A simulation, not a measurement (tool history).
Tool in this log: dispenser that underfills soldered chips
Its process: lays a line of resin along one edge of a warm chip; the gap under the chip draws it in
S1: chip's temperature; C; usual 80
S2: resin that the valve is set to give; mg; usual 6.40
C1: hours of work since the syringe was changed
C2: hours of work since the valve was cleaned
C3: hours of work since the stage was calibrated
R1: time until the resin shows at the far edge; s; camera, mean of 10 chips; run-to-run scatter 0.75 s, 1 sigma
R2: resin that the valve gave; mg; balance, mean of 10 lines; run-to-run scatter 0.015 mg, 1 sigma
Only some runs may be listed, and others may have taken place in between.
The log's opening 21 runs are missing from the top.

At hour 194.5: new syringe of resin.
Run 22, hour 198.9: usual settings but S2 6.01 mg; C1 3; C2 12; C3 372. Result: R1 73.7 s, R2 5.97 mg.
At hour 204.1: stage's temperature calibrated.
At hour 205.4: new syringe of resin.
Run 23, hour 206.5: usual settings but S1 84 C, S2 7.75 mg; C1 1; C2 17; C3 1. Result: R1 59.1 s, R2 7.72 mg.
At hour 215.9: new syringe of resin.
Run 24, hour 217.9: usual settings but S1 75 C, S2 6.12 mg; C1 2; C2 25; C3 10. Result: R1 93.0 s, R2 6.03 mg.
Run 25, hour 224.6: usual settings but S1 91 C, S2 5.52 mg; C1 6; C2 30; C3 15. Result: R1 49.9 s, R2 5.46 mg.
At hour 226.6: new syringe of resin.
Run 26, hour 234.3: usual settings but S1 85 C, S2 5.52 mg; C1 6; C2 37; C3 22. Result: R1 66.5 s, R2 5.46 mg.
At hour 236.7: new syringe of resin.
Run 27, hour 245.9: usual settings but S1 82 C, S2 7.41 mg; C1 7; C2 45; C3 30. Result: R1 77.6 s, R2 7.31 mg.
At hour 247.3: new syringe of resin.
Run 28, hour 251.4: usual settings but S1 82 C, S2 7.41 mg; C1 3; C2 49; C3 34. Result: R1 68.3 s, R2 7.28 mg.
At hour 258.0: new syringe of resin.
Run 29, hour 262.6: usual settings but S1 88 C, S2 8.14 mg; C1 3; C2 57; C3 42. Result: R1 50.9 s, R2 7.97 mg.
At hour 268.5: new syringe of resin.
Run 30, hour 274.1: usual settings but S1 88 C, S2 8.14 mg; C1 4; C2 65; C3 50. Result: R1 52.1 s, R2 7.95 mg.
At hour 278.7: new syringe of resin.
Run 31, hour 282.5: usual settings but S1 76 C, S2 6.06 mg; C1 3; C2 71; C3 56. Result: R1 94.9 s, R2 5.88 mg.
At hour 289.1: new syringe of resin.
Run 32, hour 291.1: usual settings but S1 76 C, S2 6.06 mg; C1 1; C2 77; C3 62. Result: R1 88.8 s, R2 5.89 mg.
At hour 299.0: new syringe of resin.
Run 33, hour 299.7: usual settings but S1 76 C, S2 6.06 mg; C1 0; C2 84; C3 68. Result: R1 84.4 s, R2 5.85 mg.
Run 34, hour 307.0: usual settings but S1 78 C, S2 6.05 mg; C1 6; C2 89; C3 74. Result: R1 93.5 s, R2 5.85 mg.

What if the next run were any one of these 3? Each begins from the tool's condition after run 34:
At hour 309.6: new syringe of resin.
At hour 312.3: dispensing valve cleaned and set on the balance.
Run A, hour 316.0: usual settings but S1 84 C, S2 6.68 mg; C1 4; C2 3; C3 79. Result: R1 ?, R2 ?.
At hour 309.6: new syringe of resin.
At hour 312.3: dispensing valve cleaned and set on the balance.
Run B, hour 316.0: usual settings but S1 92 C, S2 5.73 mg; C1 4; C2 3; C3 79. Result: R1 ?, R2 ?.
At hour 309.6: new syringe of resin.
At hour 312.3: dispensing valve cleaned and set on the balance.
Run C, hour 316.0: usual settings but S1 71 C, S2 6.05 mg; C1 4; C2 3; C3 79. Result: R1 ?, R2 ?.

run     R1    R2
  A   63.0  6.69
  B   43.2  5.72
  C  126.7  6.04
The same runs, with their run-to-run variation unchanged, on a tool lacking any hidden condition would have given:
run     R1    R2
  A   55.6  6.69
  B   38.1  5.72
  C  111.9  6.04
